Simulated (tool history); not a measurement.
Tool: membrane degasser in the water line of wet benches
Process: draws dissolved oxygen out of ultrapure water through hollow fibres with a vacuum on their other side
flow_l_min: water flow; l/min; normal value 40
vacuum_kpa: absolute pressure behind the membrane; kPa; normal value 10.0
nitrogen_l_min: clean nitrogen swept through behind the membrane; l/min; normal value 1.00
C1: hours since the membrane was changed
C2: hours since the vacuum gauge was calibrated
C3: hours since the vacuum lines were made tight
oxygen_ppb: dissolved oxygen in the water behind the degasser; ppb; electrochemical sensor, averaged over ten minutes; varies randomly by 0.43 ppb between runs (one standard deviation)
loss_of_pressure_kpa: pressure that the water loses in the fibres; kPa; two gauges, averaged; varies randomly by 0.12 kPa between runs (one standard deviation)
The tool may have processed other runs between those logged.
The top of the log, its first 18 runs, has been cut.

Run 19, hour 837.5: usual settings but flow_l_min 33 l/min, vacuum_kpa 8.2 kPa, nitrogen_l_min 0.90 l/min; C1 2294; C2 2545; C3 2453. Result: oxygen_ppb 363.2 ppb, loss_of_pressure_kpa 28.45 kPa.
Run 20, hour 862.4: usual settings but flow_l_min 33 l/min, vacuum_kpa 15.5 kPa, nitrogen_l_min 0.89 l/min; C1 2319; C2 2570; C3 2477. Result: oxygen_ppb 852.8 ppb, loss_of_pressure_kpa 28.62 kPa.
Run 21, hour 890.7: usual settings but flow_l_min 52 l/min, vacuum_kpa 16.2 kPa, nitrogen_l_min 0.96 l/min; C1 2347; C2 2598; C3 2506. Result: oxygen_ppb 1200.7 ppb, loss_of_pressure_kpa 44.82 kPa.
Run 22, hour 946.9: usual settings but flow_l_min 24 l/min, vacuum_kpa 20.7 kPa, nitrogen_l_min 0.47 l/min; C1 2403; C2 2654; C3 2562. Result: oxygen_ppb 1460.1 ppb, loss_of_pressure_kpa 20.61 kPa.
Run 23, hour 991.2: usual settings but flow_l_min 24 l/min, vacuum_kpa 20.7 kPa, nitrogen_l_min 0.47 l/min; C1 2448; C2 2699; C3 2606. Result: oxygen_ppb 1458.8 ppb, loss_of_pressure_kpa 20.76 kPa.
Run 24, hour 1037.5: usual settings but flow_l_min 24 l/min, vacuum_kpa 8.8 kPa, nitrogen_l_min 0.47 l/min; C1 2494; C2 2745; C3 2653. Result: oxygen_ppb 517.5 ppb, loss_of_pressure_kpa 20.91 kPa.
Run 25, hour 1062.3: usual settings but flow_l_min 52 l/min, vacuum_kpa 8.4 kPa, nitrogen_l_min 1.42 l/min; C1 2519; C2 2770; C3 2677. Result: oxygen_ppb 407.6 ppb, loss_of_pressure_kpa 45.16 kPa.
Run 26, hour 1101.1: usual settings but flow_l_min 47 l/min, vacuum_kpa 8.4 kPa, nitrogen_l_min 0.75 l/min; C1 2558; C2 2809; C3 2716. Result: oxygen_ppb 576.9 ppb, loss_of_pressure_kpa 40.52 kPa.
Run 27, hour 1130.5: usual settings but flow_l_min 45 l/min, vacuum_kpa 15.6 kPa, nitrogen_l_min 1.66 l/min; C1 2587; C2 2838; C3 2746. Result: oxygen_ppb 685.5 ppb, loss_of_pressure_kpa 39.07 kPa.
Run 28, hour 1182.7: usual settings but vacuum_kpa 20.8 kPa, nitrogen_l_min 0.44 l/min; C1 2639; C2 2890; C3 2798. Result: oxygen_ppb 2101.7 ppb, loss_of_pressure_kpa 34.63 kPa.
Run 29, hour 1213.7: usual settings but vacuum_kpa 18.5 kPa, nitrogen_l_min 0.44 l/min; C1 2670; C2 2921; C3 2829. Result: oxygen_ppb 1876.3 ppb, loss_of_pressure_kpa 34.81 kPa.
Run 30, hour 1271.4: usual settings but flow_l_min 33 l/min, vacuum_kpa 9.9 kPa, nitrogen_l_min 0.74 l/min; C1 2728; C2 2979; C3 2887. Result: oxygen_ppb 557.3 ppb, loss_of_pressure_kpa 28.82 kPa.
Run 31, hour 1313.7: usual settings but flow_l_min 30 l/min, vacuum_kpa 9.7 kPa, nitrogen_l_min 0.74 l/min; C1 2770; C2 3021; C3 2929. Result: oxygen_ppb 501.7 ppb, loss_of_pressure_kpa 26.00 kPa.

Consider 5 possible next runs. They are alternatives, not a sequence: every one starts from the tool as it was left by run 31. What does each give?
Run A, hour 1358.4: usual settings but flow_l_min 45 l/min, vacuum_kpa 9.7 kPa, nitrogen_l_min 1.05 l/min; C1 2815; C2 3066; C3 2974. Result: oxygen_ppb ?, loss_of_pressure_kpa ?.
Run B, hour 1358.4: usual settings but flow_l_min 45 l/min, vacuum_kpa 9.7 kPa, nitrogen_l_min 1.20 l/min; C1 2815; C2 3066; C3 2974. Result: oxygen_ppb ?, loss_of_pressure_kpa ?.
Run C, hour 1358.4: usual settings but flow_l_min 56 l/min, vacuum_kpa 8.7 kPa, nitrogen_l_min 1.14 l/min; C1 2815; C2 3066; C3 2974. Result: oxygen_ppb ?, loss_of_pressure_kpa ?.
Run D, hour 1358.4: usual settings but flow_l_min 39 l/min, vacuum_kpa 9.7 kPa, nitrogen_l_min 0.42 l/min; C1 2815; C2 3066; C3 2974. Result: oxygen_ppb ?, loss_of_pressure_kpa ?.
Run E, hour 1358.4: usual settings but flow_l_min 61 l/min, vacuum_kpa 6.4 kPa, nitrogen_l_min 0.49 l/min; C1 2815; C2 3066; C3 2974. Result: oxygen_ppb ?, loss_of_pressure_kpa ?.

run  oxygen_ppb  loss_of_pressure_kpa
  A       538.6                 38.99
  B       488.9                 39.20
  C       538.4                 48.79
  D       893.3                 33.94
  E       601.5                 53.15
Take away the tool's hidden state, keep each run's random variation, and the runs would have read:
run  oxygen_ppb  loss_of_pressure_kpa
  A       538.5                 38.20
  B       488.8                 38.41
  C       538.2                 47.80
  D       893.2                 33.25
  E       601.3                 52.07

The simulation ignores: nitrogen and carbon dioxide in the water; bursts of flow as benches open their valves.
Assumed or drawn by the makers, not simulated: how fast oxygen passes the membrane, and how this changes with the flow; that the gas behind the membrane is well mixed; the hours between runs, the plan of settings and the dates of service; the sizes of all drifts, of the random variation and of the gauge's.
